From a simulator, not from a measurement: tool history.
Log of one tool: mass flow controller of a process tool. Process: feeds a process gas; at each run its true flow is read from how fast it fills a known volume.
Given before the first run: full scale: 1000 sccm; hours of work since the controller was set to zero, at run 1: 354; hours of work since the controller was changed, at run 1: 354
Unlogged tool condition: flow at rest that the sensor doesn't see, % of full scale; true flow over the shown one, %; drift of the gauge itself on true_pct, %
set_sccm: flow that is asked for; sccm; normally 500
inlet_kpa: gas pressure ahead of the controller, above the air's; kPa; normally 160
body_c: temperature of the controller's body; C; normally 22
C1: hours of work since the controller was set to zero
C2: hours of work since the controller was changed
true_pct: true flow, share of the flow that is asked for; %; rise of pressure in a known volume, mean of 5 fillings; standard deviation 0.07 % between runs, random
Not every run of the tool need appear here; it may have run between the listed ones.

run 1 day=0 | set_sccm=500 inlet_kpa=160 body_c=22 | C1=354 C2=354 | true_pct=98.44
run 2 day=4.142 | set_sccm=500 inlet_kpa=160 body_c=22 | C1=397 C2=397 | true_pct=98.58
run 3 day=7.112 | set_sccm=500 inlet_kpa=160 body_c=22 | C1=427 C2=427 | true_pct=98.58
run 4 day=9.533 | set_sccm=500 inlet_kpa=160 body_c=22 | C1=453 C2=453 | true_pct=98.59
run 5 day=12.712 | set_sccm=500 inlet_kpa=203 body_c=22 | C1=486 C2=486 | true_pct=98.78
run 6 day=14.788 | set_sccm=500 inlet_kpa=203 body_c=22 | C1=507 C2=507 | true_pct=98.83
run 7 day=16.733 | set_sccm=768 inlet_kpa=160 body_c=22 | C1=527 C2=527 | true_pct=98.81
run 8 day=19.542 | set_sccm=768 inlet_kpa=160 body_c=22 | C1=556 C2=556 | true_pct=99
run 9 day=21.638 | set_sccm=500 inlet_kpa=160 body_c=22 | C1=578 C2=578 | true_pct=98.54
run 10 day=25.338 | set_sccm=500 inlet_kpa=190 body_c=22 | C1=616 C2=616 | true_pct=98.72
run 11 day=27.817 | set_sccm=258 inlet_kpa=270 body_c=30 | C1=642 C2=642 | true_pct=99.78

Estimate the outcome of run 12 from the log above:
run 12 day=31.312 | set_sccm=326 inlet_kpa=200 body_c=33 | C1=678 C2=678 | true_pct=?

{"run 12": {"true_pct": 99.64}}
Minus the tool's unlogged condition, the same run would have read true_pct 99.64 %.
